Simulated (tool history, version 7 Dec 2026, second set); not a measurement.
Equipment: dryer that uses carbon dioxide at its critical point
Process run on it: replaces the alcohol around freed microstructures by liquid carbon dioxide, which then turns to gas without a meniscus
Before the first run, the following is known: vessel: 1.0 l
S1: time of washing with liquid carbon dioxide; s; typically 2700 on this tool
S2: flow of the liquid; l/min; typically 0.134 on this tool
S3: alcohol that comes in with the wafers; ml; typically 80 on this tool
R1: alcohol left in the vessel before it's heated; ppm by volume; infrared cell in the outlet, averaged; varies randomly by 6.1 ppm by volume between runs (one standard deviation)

run  hour    S1     S2  S3    R1
  1   0.0  2700  0.134  80   341
  2   9.1  2700  0.134  80   353
  3  17.9  2700  0.134  80   351
  4  25.9  2700  0.134  80   351
  5  32.6  2700  0.134  80   368
  6  41.0  2700  0.134  75   327
  7  47.4  2700  0.134  75   340
  8  54.6  2640  0.134  75   384
  9  63.8  2340  0.094  33  1260
 10  68.2  1680  0.099  37  3030
 11  78.3  1680  0.099  31  2545
 12  85.6  1680  0.099  31  2569
 13  91.0  2880  0.219  63    59

Branching from run 13: 4 alternative next runs. What would each branch give?
  A  99.2  1860  0.128  55   ?
  B  99.2  2700  0.122  23   ?
  C  99.2  2880  0.134  80   ?
  D  99.2  2280  0.118  81   ?

run    R1
  A  1479
  B   206
  C   283
  D  1405
Take away the tool's hidden state, keep each run's random variation, and the runs would have read:
run    R1
  A  1170
  B   113
  C   166
  D  1085
